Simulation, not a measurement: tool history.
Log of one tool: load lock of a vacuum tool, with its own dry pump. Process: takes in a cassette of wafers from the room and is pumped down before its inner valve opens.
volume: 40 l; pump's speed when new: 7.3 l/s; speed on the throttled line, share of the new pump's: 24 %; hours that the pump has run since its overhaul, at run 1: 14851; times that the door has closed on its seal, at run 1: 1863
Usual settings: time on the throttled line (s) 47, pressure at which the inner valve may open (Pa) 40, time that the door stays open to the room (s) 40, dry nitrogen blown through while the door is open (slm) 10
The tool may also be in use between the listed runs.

| run | hour | time on the throttled line (s) | pressure at which the inner valve may open (Pa) | time that the door stays open to the room (s) | dry nitrogen blown through while the door is open (slm) | hours that the pump has run since its overhaul | times that the door has closed on its seal | incoming humidity of the room's air, % | time from the closed door until the inner valve may open (s) | rise of the pressure with all valves shut (Pa/min) |
|---|---|---|---|---|---|---|---|---|---|---|
| 1 | 0.0 | 47 | 40 | 40 | 10 | 14851 | 1863 | 48.0 | 81.3 | 0.037 |
| 2 | 376.4 | 47 | 40 | 40 | 10 | 15228 | 3170 | 44.8 | 81.2 | 0.034 |
| 3 | 749.1 | 47 | 40 | 40 | 10 | 15600 | 4465 | 42.9 | 81.2 | 0.036 |
| 4 | 1023.7 | 47 | 40 | 40 | 11 | 15875 | 5419 | 43.2 | 81.3 | 0.034 |
| 5 | 1242.4 | 47 | 40 | 40 | 11 | 16094 | 6179 | 43.7 | 81.3 | 0.032 |
| 6 | 1457.1 | 47 | 40 | 40 | 11 | 16308 | 6925 | 43.9 | 81.3 | 0.042 |
| 7 | 1687.9 | 47 | 40 | 40 | 11 | 16539 | 7727 | 42.5 | 81.5 | 0.050 |
| 8 | 2146.7 | 52 | 40 | 40 | 10 | 16998 | 9321 | 48.2 | 85.6 | 0.046 |
| 9 | 2574.4 | 52 | 40 | 40 | 10 | 17426 | 10807 | 43.8 | 85.2 | 0.048 |
| 10 | 2941.3 | 52 | 40 | 40 | 10 | 17792 | 12082 | 47.9 | 85.4 | 0.057 |
| 11 | 3204.4 | 52 | 40 | 40 | 10 | 18056 | 12996 | 47.0 | 85.2 | 0.054 |
| 12 | 3581.3 | 47 | 40 | 40 | 10 | 18432 | 14305 | 44.9 | 81.3 | 0.061 |
| 13 | 3790.8 | 47 | 40 | 40 | 10 | 18642 | 15033 | 47.8 | 81.7 | 0.068 |
| 14 | 4140.8 | 47 | 40 | 40 | 10 | 18992 | 16249 | 43.1 | 81.9 | 0.063 |
| 15 | 4592.3 | 47 | 40 | 40 | 10 | 19443 | 17818 | 42.6 | 82.0 | 0.070 |

Run 16 comes next. What will it give?
|  | 4719.2 | dry pump taken out, an overhauled one fitted |
| 16 | 4956.7 | 25 | 49 | 40 | 10 | 237 | 19063 | 45.6 | ? | ? |

time from the closed door until the inner valve may open (s): 61.5
rise of the pressure with all valves shut (Pa/min): 0.070
Without the tool's hidden state the same run would have given time from the closed door until the inner valve may open (s) 61.1, rise of the pressure with all valves shut (Pa/min) 0.021.
